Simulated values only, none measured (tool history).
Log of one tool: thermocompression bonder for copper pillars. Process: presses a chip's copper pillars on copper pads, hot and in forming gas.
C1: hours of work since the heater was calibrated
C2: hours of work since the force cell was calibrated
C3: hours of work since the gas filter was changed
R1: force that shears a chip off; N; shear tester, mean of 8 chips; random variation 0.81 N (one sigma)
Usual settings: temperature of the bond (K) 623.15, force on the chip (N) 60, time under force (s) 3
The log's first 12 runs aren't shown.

-- hour=387.4 forming gas filter changed
run 13 hour=421.5 | temperature_of_the_bond_(K)=623.15 force_on_the_chip_(N)=60 time_under_force_(s)=3 | C1=930 C2=1082 C3=27 | R1=72.7
run 14 hour=466.7 | temperature_of_the_bond_(K)=623.15 force_on_the_chip_(N)=60 time_under_force_(s)=3 | C1=966 C2=1118 C3=62 | R1=73.2
run 15 hour=502.3 | temperature_of_the_bond_(K)=623.15 force_on_the_chip_(N)=60 time_under_force_(s)=3 | C1=994 C2=1146 C3=90 | R1=74.1
run 16 hour=544.9 | temperature_of_the_bond_(K)=623.15 force_on_the_chip_(N)=60 time_under_force_(s)=3 | C1=1027 C2=1179 C3=124 | R1=73.1
-- hour=564.6 force cell calibrated
run 17 hour=592.8 | temperature_of_the_bond_(K)=623.15 force_on_the_chip_(N)=60 time_under_force_(s)=3 | C1=1064 C2=22 C3=161 | R1=69.4
run 18 hour=621.4 | temperature_of_the_bond_(K)=623.15 force_on_the_chip_(N)=60 time_under_force_(s)=3 | C1=1087 C2=45 C3=183 | R1=68.8
run 19 hour=657.6 | temperature_of_the_bond_(K)=599.15 force_on_the_chip_(N)=78 time_under_force_(s)=7 | C1=1115 C2=73 C3=212 | R1=87.6
run 20 hour=702.8 | temperature_of_the_bond_(K)=639.15 force_on_the_chip_(N)=59 time_under_force_(s)=3 | C1=1151 C2=109 C3=247 | R1=79.1
run 21 hour=735.7 | temperature_of_the_bond_(K)=639.15 force_on_the_chip_(N)=59 time_under_force_(s)=3 | C1=1177 C2=135 C3=273 | R1=79.2
run 22 hour=762.1 | temperature_of_the_bond_(K)=639.15 force_on_the_chip_(N)=41 time_under_force_(s)=3 | C1=1197 C2=156 C3=294 | R1=61.8
run 23 hour=800.3 | temperature_of_the_bond_(K)=623.15 force_on_the_chip_(N)=79 time_under_force_(s)=4 | C1=1227 C2=186 C3=324 | R1=90.0
run 24 hour=827.4 | temperature_of_the_bond_(K)=622.15 force_on_the_chip_(N)=77 time_under_force_(s)=5 | C1=1249 C2=207 C3=345 | R1=92.0
run 25 hour=871.9 | temperature_of_the_bond_(K)=642.15 force_on_the_chip_(N)=52 time_under_force_(s)=2 | C1=1284 C2=242 C3=380 | R1=64.1
run 26 hour=910.0 | temperature_of_the_bond_(K)=595.15 force_on_the_chip_(N)=39 time_under_force_(s)=3 | C1=1314 C2=272 C3=410 | R1=38.5
run 27 hour=937.2 | temperature_of_the_bond_(K)=619.15 force_on_the_chip_(N)=51 time_under_force_(s)=3 | C1=1335 C2=293 C3=432 | R1=58.1
-- hour=944.0 forming gas filter changed
-- hour=959.9 heater calibrated with a thermocouple chip
run 28 hour=959.9 | temperature_of_the_bond_(K)=619.15 force_on_the_chip_(N)=51 time_under_force_(s)=3 | C1=0 C2=309 C3=11 | R1=57.3
run 29 hour=986.1 | temperature_of_the_bond_(K)=619.15 force_on_the_chip_(N)=68 time_under_force_(s)=3 | C1=21 C2=330 C3=32 | R1=70.5
run 30 hour=1031.1 | temperature_of_the_bond_(K)=623.15 force_on_the_chip_(N)=60 time_under_force_(s)=8 | C1=56 C2=365 C3=67 | R1=91.5
run 31 hour=1076.2 | temperature_of_the_bond_(K)=623.15 force_on_the_chip_(N)=60 time_under_force_(s)=8 | C1=92 C2=401 C3=103 | R1=91.4
run 32 hour=1098.8 | temperature_of_the_bond_(K)=623.15 force_on_the_chip_(N)=60 time_under_force_(s)=8 | C1=109 C2=419 C3=120 | R1=90.8
run 33 hour=1143.6 | temperature_of_the_bond_(K)=623.15 force_on_the_chip_(N)=60 time_under_force_(s)=8 | C1=145 C2=454 C3=156 | R1=91.2
run 34 hour=1166.7 | temperature_of_the_bond_(K)=623.15 force_on_the_chip_(N)=38 time_under_force_(s)=3 | C1=163 C2=472 C3=174 | R1=46.4
run 35 hour=1212.6 | temperature_of_the_bond_(K)=623.15 force_on_the_chip_(N)=38 time_under_force_(s)=3 | C1=199 C2=508 C3=210 | R1=47.7

Forecast each of these 5 alternatives for the next run:
run A hour=1246.8 | temperature_of_the_bond_(K)=623.15 force_on_the_chip_(N)=64 time_under_force_(s)=6 | C1=226 C2=535 C3=237 | R1=?
run B hour=1246.8 | temperature_of_the_bond_(K)=634.15 force_on_the_chip_(N)=84 time_under_force_(s)=4 | C1=226 C2=535 C3=237 | R1=?
run C hour=1246.8 | temperature_of_the_bond_(K)=623.15 force_on_the_chip_(N)=55 time_under_force_(s)=3 | C1=226 C2=535 C3=237 | R1=?
run D hour=1246.8 | temperature_of_the_bond_(K)=594.15 force_on_the_chip_(N)=89 time_under_force_(s)=9 | C1=226 C2=535 C3=237 | R1=?
run E hour=1246.8 | temperature_of_the_bond_(K)=623.15 force_on_the_chip_(N)=38 time_under_force_(s)=3 | C1=226 C2=535 C3=237 | R1=?

run=A R1=86.4
run=B R1=94.7
run=C R1=61.7
run=D R1=91.2
run=E R1=47.3
Without the tool's hidden state the same runs would have given:
run=A R1=87.2
run=B R1=96.0
run=C R1=61.7
run=D R1=92.1
run=E R1=47.1
